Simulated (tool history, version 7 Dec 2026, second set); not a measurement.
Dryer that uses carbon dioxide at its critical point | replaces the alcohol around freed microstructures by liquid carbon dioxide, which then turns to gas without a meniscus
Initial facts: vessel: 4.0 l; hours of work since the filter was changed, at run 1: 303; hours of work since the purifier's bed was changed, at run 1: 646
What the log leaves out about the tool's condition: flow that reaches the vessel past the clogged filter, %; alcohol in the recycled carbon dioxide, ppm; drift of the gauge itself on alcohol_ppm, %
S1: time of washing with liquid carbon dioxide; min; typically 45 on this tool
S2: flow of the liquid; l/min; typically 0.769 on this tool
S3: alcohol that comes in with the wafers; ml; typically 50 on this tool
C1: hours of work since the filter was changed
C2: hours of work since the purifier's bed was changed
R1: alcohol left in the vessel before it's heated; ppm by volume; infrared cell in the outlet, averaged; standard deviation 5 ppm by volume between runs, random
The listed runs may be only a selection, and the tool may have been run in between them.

run	day	S1	S2	S3	C1	C2	R1
1	0.000	45	0.769	50	303	646	292
2	2.058	45	0.562	50	329	672	452
3	3.529	32	0.562	50	348	691	932
4	5.371	32	0.562	50	371	714	928
5	6.792	45	1.163	50	390	733	277
6	8.283	45	0.769	27	408	752	316
# day 9.229: purifier's bed changed
7	10.396	45	0.769	27	434	15	30
8	12.479	45	0.769	35	460	41	51
9	14.350	45	0.769	72	484	65	101
10	15.804	45	0.769	72	503	84	107
# day 17.471: inlet filter changed
11	18.158	45	0.769	72	9	113	83
12	19.546	45	0.569	50	26	131	182
13	21.167	45	0.569	50	47	152	198
14	22.750	45	0.569	50	67	172	208
15	23.754	45	0.569	50	80	185	218
16	24.708	45	0.569	50	92	197	219
17	25.908	45	0.769	107	108	212	141
18	26.925	45	0.769	107	120	225	146
19	28.817	45	0.769	107	145	249	155
20	29.967	45	0.769	21	159	264	119
21	32.033	45	0.769	21	186	290	126
22	34.125	45	0.769	50	212	317	150
23	36.296	45	0.769	68	240	344	178
24	37.938	45	0.769	68	261	365	180
25	39.596	45	1.225	54	282	386	135
26	41.246	53	1.046	22	303	407	142
27	42.692	64	0.636	22	321	426	161
28	44.242	59	0.636	22	341	446	185
29	45.696	59	0.813	69	360	464	179
30	46.750	34	0.848	90	373	478	355
31	48.258	48	0.521	30	392	497	326
32	49.404	48	0.521	30	407	511	322
33	50.817	48	0.521	30	425	529	341
34	51.821	48	0.521	30	438	542	332
35	53.525	31	1.037	111	459	564	359
36	55.750	31	1.037	76	488	592	336
37	57.008	60	0.959	90	504	608	225
38	58.442	45	0.654	112	522	627	499
# day 58.658: inlet filter changed
39	60.112	45	0.654	112	19	647	385
40	62.388	50	0.968	28	47	676	248
41	64.662	51	1.025	31	76	705	259
42	66.779	45	0.468	50	103	732	606
43	68.829	47	1.280	45	130	758	268
# day 69.208: purifier's bed changed
44	71.100	47	0.527	62	157	24	232
45	73.258	47	0.527	62	184	52	247
46	75.508	47	0.964	22	213	80	43

The same runs without the tool's hidden state, with the same run-to-run variation:
run	R1
1	35
2	142
3	516
4	503
5	0
6	18
7	13
8	19
9	42
10	39
11	40
12	130
13	134
14	133
15	136
16	131
17	53
18	55
19	53
20	24
21	19
22	26
23	38
24	33
25	0
26	0
27	7
28	21
29	8
30	113
31	94
32	94
33	98
34	87
35	82
36	64
37	7
38	138
39	149
40	6
41	4
42	310
43	3
44	188
45	187
46	12
